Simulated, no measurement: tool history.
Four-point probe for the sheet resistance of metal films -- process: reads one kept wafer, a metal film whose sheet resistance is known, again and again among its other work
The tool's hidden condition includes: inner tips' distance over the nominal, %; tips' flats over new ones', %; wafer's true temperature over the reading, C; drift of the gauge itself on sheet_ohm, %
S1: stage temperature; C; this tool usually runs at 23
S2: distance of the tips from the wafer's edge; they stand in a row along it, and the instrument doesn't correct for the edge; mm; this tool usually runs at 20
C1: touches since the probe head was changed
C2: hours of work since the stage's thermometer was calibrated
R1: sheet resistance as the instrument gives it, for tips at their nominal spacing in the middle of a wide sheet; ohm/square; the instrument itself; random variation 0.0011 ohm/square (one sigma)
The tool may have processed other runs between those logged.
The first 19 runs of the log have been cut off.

| run | day | S1 | S2 | C1 | C2 | R1 |
|---|---|---|---|---|---|---|
| 20 | 15.521 | 23 | 25 | 49626 | 297 | 5.30745 |
| 21 | 16.429 | 24 | 20 | 50518 | 314 | 5.309357 |
| 22 | 17.033 | 23 | 20 | 51111 | 326 | 5.31043 |
| 23 | 17.654 | 23 | 20 | 51722 | 337 | 5.309252 |
| 24 | 18.379 | 19 | 30 | 52434 | 351 | 5.318075 |
| 25 | 19.2 | 19 | 30 | 53243 | 366 | 5.317183 |
| 26 | 19.704 | 19 | 30 | 53738 | 376 | 5.318359 |
| 27 | 20.417 | 20 | 30 | 54441 | 389 | 5.315001 |
| 28 | 20.875 | 22 | 20 | 54890 | 397 | 5.312598 |
| 29 | 21.4 | 23 | 17 | 55406 | 407 | 5.312715 |
| 30 | 22.333 | 29 | 27 | 56328 | 425 | 5.289304 |
| 31 | 23.067 | 30 | 9 | 57046 | 438 | 5.31607 |
| 32 | 23.988 | 29 | 36 | 57953 | 456 | 5.286034 |
| 33 | 25.071 | 26 | 4 | 59018 | 476 | 5.462945 |
| 34 | 25.679 | 26 | 4 | 59616 | 487 | 5.464548 |
| 35 | 26.725 | 26 | 4 | 60648 | 507 | 5.465447 |

Run 36, settings as shown, results not yet in. Your forecast:
| 36 | 27.433 | 23 | 8 | 61343 | 520 | ? |

R1: 5.347355 ohm/square
The same run, on a tool lacking any hidden state, would have yielded R1 5.346623 ohm/square.

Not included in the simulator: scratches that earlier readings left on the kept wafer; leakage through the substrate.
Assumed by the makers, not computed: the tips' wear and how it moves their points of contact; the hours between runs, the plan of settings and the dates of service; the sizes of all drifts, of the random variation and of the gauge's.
